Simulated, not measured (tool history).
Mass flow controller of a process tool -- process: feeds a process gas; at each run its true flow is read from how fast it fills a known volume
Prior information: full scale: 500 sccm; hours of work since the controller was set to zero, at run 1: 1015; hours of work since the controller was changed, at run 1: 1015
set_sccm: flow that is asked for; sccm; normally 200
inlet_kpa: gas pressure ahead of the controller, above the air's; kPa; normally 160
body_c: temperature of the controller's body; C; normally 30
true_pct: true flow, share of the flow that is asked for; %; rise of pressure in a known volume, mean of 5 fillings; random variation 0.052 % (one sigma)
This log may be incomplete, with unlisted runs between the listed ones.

run    hour  set_sccm  inlet_kpa  body_c  hours of work since the controller was set to zero  hours of work since the controller was changed  true_pct
  1     0.0       200        160      30                                                1015                                            1015     99.62
  2    63.6       200        160      30                                                1041                                            1041     99.51
  3   124.4       200        160      28                                                1066                                            1066     99.53
  4   168.0       200        160      28                                                1084                                            1084     99.50
  5   206.6       200        160      28                                                1099                                            1099     99.54
  6   243.6       200        160      28                                                1114                                            1114     99.58
  7   312.3       200        160      30                                                1142                                            1142     99.51
  8   372.0       200        222      30                                                1166                                            1166     99.65
  9   446.3       200        160      33                                                1197                                            1197     99.64
 10   503.8       200        160      30                                                1220                                            1220     99.52
 11   549.0       200        160      30                                                1239                                            1239     99.51
 12   615.5       200        160      40                                                1266                                            1266     99.93
 13   667.1       200        160      27                                                1287                                            1287     99.44
 14   702.7       200        160      30                                                1301                                            1301     99.53
 15   744.5       200        160      30                                                1318                                            1318     99.49
 16   791.8       200        160      30                                                1337                                            1337     99.45
 17   864.0       200        160      30                                                1367                                            1367     99.47
 18   904.9       216        160      30                                                1383                                            1383     99.59
 19   974.4       216        160      30                                                1412                                            1412     99.59
 20  1007.4       216        160      30                                                1425                                            1425     99.57
 21  1074.6       200        214      30                                                1452                                            1452     99.77
 22  1142.6       200        168      30                                                1480                                            1480     99.52
 23  1192.0       200        150      30                                                1500                                            1500     99.60
 24  1237.1       200        160      30                                                1518                                            1518     99.52
 25  1292.9       470        216      29                                                1541                                            1541    100.08
 26  1331.0       470        216      29                                                1557                                            1557    100.12
 27  1389.6       249        211      20                                                1580                                            1580     99.39
 28  1427.3       249        211      20                                                1596                                            1596     99.44
 29  1499.8        75        223      29                                                1625                                            1625     99.61
 30  1549.4       226        166      22                                                1645                                            1645     99.40
 31  1590.1       477        172      30                                                1662                                            1662    100.04
 32  1647.8       477        172      30                                                1685                                            1685     99.97
 33  1705.3       477        172      30                                                1709                                            1709    100.10

Run 34 has not been measured yet. What should we expect?
 34  1757.7       477        172      30                                                1730                                            1730         ?

For run 34 the tool returned true_pct 100.08 %.
The same run, on a tool lacking any hidden state, would have yielded true_pct 100.08 %.

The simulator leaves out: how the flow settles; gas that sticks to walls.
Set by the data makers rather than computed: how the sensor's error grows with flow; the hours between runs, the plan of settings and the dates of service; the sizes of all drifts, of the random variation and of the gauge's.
